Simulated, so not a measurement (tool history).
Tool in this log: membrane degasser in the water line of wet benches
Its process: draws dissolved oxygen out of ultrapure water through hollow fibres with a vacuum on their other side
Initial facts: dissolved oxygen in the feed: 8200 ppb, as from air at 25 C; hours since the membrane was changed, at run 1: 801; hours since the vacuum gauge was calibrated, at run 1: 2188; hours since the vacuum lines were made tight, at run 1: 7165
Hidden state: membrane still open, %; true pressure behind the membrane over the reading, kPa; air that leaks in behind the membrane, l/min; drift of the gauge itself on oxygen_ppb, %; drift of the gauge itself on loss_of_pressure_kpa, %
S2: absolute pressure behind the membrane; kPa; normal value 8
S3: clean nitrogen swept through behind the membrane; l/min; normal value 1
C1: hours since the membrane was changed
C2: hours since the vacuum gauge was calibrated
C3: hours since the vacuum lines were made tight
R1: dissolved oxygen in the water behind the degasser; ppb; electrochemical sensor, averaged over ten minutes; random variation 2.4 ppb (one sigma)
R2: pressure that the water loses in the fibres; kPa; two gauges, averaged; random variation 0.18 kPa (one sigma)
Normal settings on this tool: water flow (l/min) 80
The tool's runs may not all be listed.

run 1 hour=0 | water_flow_(l/min)=80 S2=8 S3=1 | C1=801 C2=2188 C3=7165 | R1=632.6 R2=33.28
run 2 hour=129.3 | water_flow_(l/min)=80 S2=8 S3=1 | C1=930 C2=2317 C3=7294 | R1=635.3 R2=33.14
run 3 hour=328.2 | water_flow_(l/min)=80 S2=8 S3=1 | C1=1129 C2=2516 C3=7493 | R1=637.2 R2=33.73
run 4 hour=574.9 | water_flow_(l/min)=80 S2=8 S3=1 | C1=1375 C2=2763 C3=7740 | R1=634.1 R2=33.4
run 5 hour=781.9 | water_flow_(l/min)=80 S2=8 S3=1 | C1=1582 C2=2970 C3=7947 | R1=633.7 R2=33.11
run 6 hour=916.7 | water_flow_(l/min)=80 S2=8 S3=1 | C1=1717 C2=3105 C3=8082 | R1=640.1 R2=33.83
run 7 hour=1168.4 | water_flow_(l/min)=80 S2=8 S3=0.78 | C1=1969 C2=3356 C3=8333 | R1=741.1 R2=33.38
run 8 hour=1395.9 | water_flow_(l/min)=80 S2=8 S3=0.78 | C1=2196 C2=3584 C3=8561 | R1=738.1 R2=33.61
run 9 hour=1593.6 | water_flow_(l/min)=80 S2=8 S3=0.78 | C1=2394 C2=3781 C3=8758 | R1=742.3 R2=33.52
run 10 hour=1816 | water_flow_(l/min)=80 S2=8 S3=0.78 | C1=2616 C2=4004 C3=8981 | R1=743.6 R2=33.7
run 11 hour=1931.4 | water_flow_(l/min)=80 S2=8 S3=0.78 | C1=2732 C2=4119 C3=9096 | R1=742.7 R2=33.49
run 12 hour=2132.8 | water_flow_(l/min)=80 S2=18.55 S3=1 | C1=2933 C2=4321 C3=9298 | R1=1758.2 R2=33.34
run 13 hour=2314.4 | water_flow_(l/min)=80 S2=14.17 S3=1 | C1=3115 C2=4502 C3=9479 | R1=1324.9 R2=33.88
run 14 hour=2484.3 | water_flow_(l/min)=80 S2=8 S3=1 | C1=3285 C2=4672 C3=9649 | R1=642.8 R2=33.76
run 15 hour=2592.7 | water_flow_(l/min)=80 S2=8 S3=1 | C1=3393 C2=4781 C3=9758 | R1=644.1 R2=33.53
run 16 hour=2807 | water_flow_(l/min)=80 S2=8 S3=1 | C1=3608 C2=4995 C3=9972 | R1=645.2 R2=33.51
run 17 hour=2963.5 | water_flow_(l/min)=64 S2=12.74 S3=1 | C1=3764 C2=5151 C3=10128 | R1=1011.8 R2=26.87
run 18 hour=3123.6 | water_flow_(l/min)=64 S2=12.74 S3=1 | C1=3924 C2=5312 C3=10288 | R1=1016.5 R2=26.93
run 19 hour=3274.2 | water_flow_(l/min)=64 S2=12.74 S3=1 | C1=4075 C2=5462 C3=10439 | R1=1018.7 R2=26.74
run 20 hour=3500.9 | water_flow_(l/min)=54 S2=5.16 S3=1.08 | C1=4301 C2=5689 C3=10666 | R1=203.9 R2=22.98
run 21 hour=3683.4 | water_flow_(l/min)=80 S2=17.3 S3=1.63 | C1=4484 C2=5871 C3=10848 | R1=1205.9 R2=33.83
run 22 hour=3857.9 | water_flow_(l/min)=74 S2=12.22 S3=1 | C1=4658 C2=6046 C3=11023 | R1=1068.5 R2=31.59
-- hour=3915.1 vacuum gauge calibrated
run 23 hour=4089.2 | water_flow_(l/min)=74 S2=12.22 S3=1 | C1=4889 C2=174 C3=11254 | R1=1050.1 R2=31.63
run 24 hour=4248.2 | water_flow_(l/min)=74 S2=18.89 S3=1 | C1=5048 C2=333 C3=11413 | R1=1692.4 R2=31.52
run 25 hour=4470.6 | water_flow_(l/min)=74 S2=14.1 S3=1.14 | C1=5271 C2=555 C3=11635 | R1=1142.6 R2=31.12
run 26 hour=4670.5 | water_flow_(l/min)=106 S2=14.1 S3=2.92 | C1=5471 C2=755 C3=11835 | R1=812.5 R2=45.14

Run 27 comes next. What will it give?
run 27 hour=4913.7 | water_flow_(l/min)=106 S2=16.61 S3=2.92 | C1=5714 C2=999 C3=12078 | R1=? R2=?

Run 27 produced R1 956.9 ppb, R2 45.04 kPa.
Had the tool carried no hidden state, the very same run would have given R1 948.1 ppb, R2 43.88 kPa.
